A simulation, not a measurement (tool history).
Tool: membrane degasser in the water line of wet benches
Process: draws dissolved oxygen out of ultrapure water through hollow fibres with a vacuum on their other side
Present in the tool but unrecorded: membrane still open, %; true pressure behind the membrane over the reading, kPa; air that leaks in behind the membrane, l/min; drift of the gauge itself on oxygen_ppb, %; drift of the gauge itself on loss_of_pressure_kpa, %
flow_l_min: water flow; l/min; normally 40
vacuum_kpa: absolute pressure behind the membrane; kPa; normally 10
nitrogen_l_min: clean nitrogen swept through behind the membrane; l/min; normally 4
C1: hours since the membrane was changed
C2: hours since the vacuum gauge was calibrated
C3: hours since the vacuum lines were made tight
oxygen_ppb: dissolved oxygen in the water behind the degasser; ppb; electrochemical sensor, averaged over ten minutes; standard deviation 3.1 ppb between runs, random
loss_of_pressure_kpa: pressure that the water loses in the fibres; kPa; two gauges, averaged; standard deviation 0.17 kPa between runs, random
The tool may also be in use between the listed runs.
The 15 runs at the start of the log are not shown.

run 16 hour=1421.8 | flow_l_min=43 vacuum_kpa=10 nitrogen_l_min=4 | C1=2073 C2=3785 C3=216 | oxygen_ppb=351.6 loss_of_pressure_kpa=37.01
-- hour=1499.1 vacuum gauge calibrated
run 17 hour=1546.3 | flow_l_min=52 vacuum_kpa=22.2 nitrogen_l_min=2.17 | C1=2197 C2=47 C3=340 | oxygen_ppb=1092.2 loss_of_pressure_kpa=44.55
run 18 hour=1621.8 | flow_l_min=55 vacuum_kpa=17.7 nitrogen_l_min=5.12 | C1=2272 C2=123 C3=416 | oxygen_ppb=585.9 loss_of_pressure_kpa=47.52
run 19 hour=1678.6 | flow_l_min=55 vacuum_kpa=17.7 nitrogen_l_min=5.12 | C1=2329 C2=179 C3=473 | oxygen_ppb=583.1 loss_of_pressure_kpa=47.32
run 20 hour=1747 | flow_l_min=55 vacuum_kpa=17.7 nitrogen_l_min=5.12 | C1=2398 C2=248 C3=541 | oxygen_ppb=583.8 loss_of_pressure_kpa=47.19
run 21 hour=1837.3 | flow_l_min=33 vacuum_kpa=21.9 nitrogen_l_min=5.12 | C1=2488 C2=338 C3=631 | oxygen_ppb=404.8 loss_of_pressure_kpa=28.39
run 22 hour=1901.6 | flow_l_min=38 vacuum_kpa=9.4 nitrogen_l_min=5.12 | C1=2552 C2=402 C3=696 | oxygen_ppb=264.6 loss_of_pressure_kpa=32.79
run 23 hour=2020.2 | flow_l_min=40 vacuum_kpa=7.7 nitrogen_l_min=7.57 | C1=2671 C2=521 C3=814 | oxygen_ppb=227 loss_of_pressure_kpa=34.48
run 24 hour=2132.5 | flow_l_min=40 vacuum_kpa=7.7 nitrogen_l_min=7.57 | C1=2783 C2=633 C3=927 | oxygen_ppb=225.4 loss_of_pressure_kpa=34.51
run 25 hour=2209.7 | flow_l_min=46 vacuum_kpa=11.1 nitrogen_l_min=4.19 | C1=2860 C2=711 C3=1004 | oxygen_ppb=398.4 loss_of_pressure_kpa=39.42
run 26 hour=2296.9 | flow_l_min=25 vacuum_kpa=10 nitrogen_l_min=4 | C1=2947 C2=798 C3=1091 | oxygen_ppb=193.1 loss_of_pressure_kpa=21.63
run 27 hour=2349.6 | flow_l_min=25 vacuum_kpa=10 nitrogen_l_min=4 | C1=3000 C2=850 C3=1144 | oxygen_ppb=190.6 loss_of_pressure_kpa=21.73
run 28 hour=2432 | flow_l_min=40 vacuum_kpa=13.7 nitrogen_l_min=1.97 | C1=3082 C2=933 C3=1226 | oxygen_ppb=619.9 loss_of_pressure_kpa=34.41
run 29 hour=2503.4 | flow_l_min=40 vacuum_kpa=13.7 nitrogen_l_min=1.97 | C1=3154 C2=1004 C3=1297 | oxygen_ppb=611.8 loss_of_pressure_kpa=34.11

Run 30 has not been measured yet. What should we expect?
run 30 hour=2590.6 | flow_l_min=40 vacuum_kpa=13.7 nitrogen_l_min=1.97 | C1=3241 C2=1091 C3=1385 | oxygen_ppb=? loss_of_pressure_kpa=?

{"run 30": {"oxygen_ppb": 619.7, "loss_of_pressure_kpa": 34.57}}
Take away the tool's hidden state, keep the run-to-run variation as it was, and the same run would have given oxygen_ppb 603.7 ppb, loss_of_pressure_kpa 33.86 kPa.
